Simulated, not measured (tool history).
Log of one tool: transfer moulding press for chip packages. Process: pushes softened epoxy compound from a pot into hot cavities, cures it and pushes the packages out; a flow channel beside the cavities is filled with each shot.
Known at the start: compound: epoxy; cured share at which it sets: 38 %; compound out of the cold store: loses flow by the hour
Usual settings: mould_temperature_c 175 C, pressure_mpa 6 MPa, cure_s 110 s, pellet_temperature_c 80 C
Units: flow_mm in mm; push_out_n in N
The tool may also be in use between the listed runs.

| run | hour | mould_temperature_c | pressure_mpa | cure_s | pellet_temperature_c | incoming compound's hours out of the cold store | flow_mm | push_out_n |
|---|---|---|---|---|---|---|---|---|
| 1 | 0 | 175 | 6 | 110 | 80 | 8.4 | 647 | 773 |
| 2 | 13.5 | 175 | 6 | 110 | 80 | 10.5 | 636 | 857 |
|  | 30.9 | plunger's sealing rings changed |
| 3 | 39.3 | 175 | 6 | 110 | 80 | 29 | 614 | 962 |
| 4 | 65.5 | 175 | 6 | 110 | 80 | 30.8 | 607 | 948 |
| 5 | 89.7 | 175 | 5.99 | 110 | 80 | 35.3 | 594 | 1071 |
|  | 105.7 | cavities cleaned with cleaning compound and waxed |
| 6 | 116.3 | 175 | 5.99 | 110 | 80 | 17 | 638 | 738 |
| 7 | 139.8 | 175 | 5.99 | 110 | 80 | 34.9 | 594 | 864 |
| 8 | 163.9 | 175 | 5.99 | 110 | 80 | 45.5 | 567 | 964 |
| 9 | 187.3 | 175 | 5.99 | 110 | 80 | 31.9 | 597 | 1066 |
| 10 | 204.9 | 175 | 5.99 | 110 | 80 | 39.2 | 578 | 1057 |
|  | 218.4 | cavities cleaned with cleaning compound and waxed |
| 11 | 229.4 | 175 | 5.99 | 110 | 80 | 9.9 | 654 | 774 |
|  | 245.5 | mould's thermocouples calibrated |
| 12 | 245.5 | 175 | 6 | 110 | 80 | 13.8 | 638 | 842 |
| 13 | 266.5 | 175 | 6 | 110 | 80 | 34.6 | 584 | 920 |
| 14 | 292.4 | 175 | 6 | 110 | 80 | 27.9 | 601 | 978 |
| 15 | 305.7 | 175 | 4.53 | 94 | 80 | 21.6 | 537 | 1532 |
| 16 | 324 | 175 | 4.53 | 116 | 80 | 36.3 | 503 | 919 |
|  | 333.5 | cavities cleaned with cleaning compound and waxed |
| 17 | 345.1 | 175 | 5.52 | 116 | 74 | 33.4 | 560 | 625 |
| 18 | 355.9 | 175 | 6 | 110 | 79 | 28.8 | 593 | 770 |
| 19 | 375.3 | 175 | 6 | 110 | 85 | 35.8 | 578 | 855 |

Forecast run 20:
| 20 | 399.7 | 174 | 6 | 101 | 80 | 24.4 | ? | ? |

{"run 20": {"flow_mm": 602, "push_out_n": 1303}}
Without the tool's hidden state the same run would have given flow_mm 625 mm, push_out_n 763 N.
